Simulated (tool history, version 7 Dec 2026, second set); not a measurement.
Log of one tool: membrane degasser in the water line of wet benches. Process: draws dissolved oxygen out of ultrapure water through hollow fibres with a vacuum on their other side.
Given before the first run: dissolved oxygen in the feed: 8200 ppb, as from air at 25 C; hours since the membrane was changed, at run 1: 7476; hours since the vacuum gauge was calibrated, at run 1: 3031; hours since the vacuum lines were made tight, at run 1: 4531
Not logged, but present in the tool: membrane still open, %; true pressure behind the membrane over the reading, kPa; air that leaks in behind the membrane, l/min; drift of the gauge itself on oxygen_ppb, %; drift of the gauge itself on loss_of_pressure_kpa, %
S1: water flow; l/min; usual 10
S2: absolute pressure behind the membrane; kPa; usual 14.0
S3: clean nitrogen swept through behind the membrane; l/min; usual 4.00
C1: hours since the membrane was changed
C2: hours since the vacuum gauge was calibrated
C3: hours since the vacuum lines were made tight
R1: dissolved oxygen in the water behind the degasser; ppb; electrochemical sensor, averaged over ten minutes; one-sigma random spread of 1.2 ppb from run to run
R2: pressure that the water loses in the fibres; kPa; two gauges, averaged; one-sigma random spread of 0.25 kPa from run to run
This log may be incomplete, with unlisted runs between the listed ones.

run      day  S1    S2    S3    C1    C2    C3     R1      R2
  1    0.000  10  14.0  4.00  7476  3031  4531  119.3   64.78
  2    4.654  10  14.0  4.00  7588  3142  4642  121.1   64.43
  3   12.229  10  14.0  4.00  7770  3324  4824  120.1   64.78
  4   17.758  10  14.0  4.00  7902  3457  4957  119.5   64.65
  5   22.642  10  14.0  4.00  8019  3574  5074  119.5   64.72
  6   27.421  10  14.0  4.00  8134  3689  5189  119.5   64.90
  7   35.488  10  14.0  4.00  8328  3882  5382  122.9   65.19
  8   43.000  10  14.0  4.00  8508  4063  5563  120.3   64.62
  9   47.517  10  14.0  4.00  8617  4171  5671  119.4   65.07
 10   52.592  10  14.0  4.00  8738  4293  5793  118.1   64.81
 11   57.308  10  14.0  4.00  8852  4406  5906  118.3   64.62
 12   66.021  10  18.7  4.00  9061  4615  6115  149.6   65.34
 13   71.225  10  18.7  4.00  9186  4740  6240  147.1   65.00
      72.692  -- seals of the vacuum lines changed
 14   75.179  10  18.7  4.00  9278  4833    60  150.1   65.11
 15   79.358  10  14.0  4.00  9379  4933   160  118.8   65.00
 16   83.992  10  14.0  4.00  9490  5044   271  121.8   64.99
 17   90.121  10  23.6  8.99  9637  5192   418  109.5   64.80
      91.950  -- membrane cartridge changed
 18   94.358   8  17.5  3.91    58  5289   516   97.9   52.18
 19  102.200   8  17.5  3.91   246  5477   704   99.5   51.93
 20  111.167  10  14.0  7.31   461  5693   919   88.4   65.34
 21  119.092  11  14.0  5.47   651  5883  1110  123.8   71.94
 22  126.125  16  14.0  8.53   820  6052  1278  223.9  104.52
 23  133.083  13  15.0  4.79   987  6219  1445  184.9   84.92
 24  136.817  10  13.0  3.26  1077  6308  1535  126.3   65.66
 25  140.825  10  20.3  1.78  1173  6404  1631  278.8   65.69
 26  149.638  10  14.0  9.16  1384  6616  1843   82.1   64.97
 27  154.646  10  15.4  9.16  1505  6736  1963   86.8   65.46
 28  158.742  10  15.4  9.16  1603  6834  2061   86.0   65.60
     164.283  -- vacuum gauge calibrated
 29  164.512  10  15.4  9.16  1741     5  2199   84.7   65.73
 30  171.250  10  15.4  9.16  1903   167  2361   87.8   65.39
 31  179.950  10  15.4  9.16  2112   376  2570   87.3   65.65

Some steps in R2, run to run, broken into two amounts with sign: the step expected even without the hidden condition (settings, incoming material, random variation), and the rest, left for the hidden condition together with whatever gauge scatter is not in both the measured and the hidden-condition-free result:
Run 19 -> 20: S1 8 -> 10, S2 17.5 -> 14.0, S3 3.91 -> 7.31. R2 +13.41 kPa: hidden state +0.19, all else +13.22.
Run 21 -> 22: S1 11 -> 16, S3 5.47 -> 8.53. R2 +32.58 kPa: hidden state +0.43, all else +32.15.
Run 22 -> 23: S1 16 -> 13, S2 14.0 -> 15.0, S3 8.53 -> 4.79. R2 -19.60 kPa: hidden state -0.18, all else -19.42.
Run 23 -> 24: S1 13 -> 10, S2 15.0 -> 13.0, S3 4.79 -> 3.26. R2 -19.26 kPa: hidden state -0.22, all else -19.04.
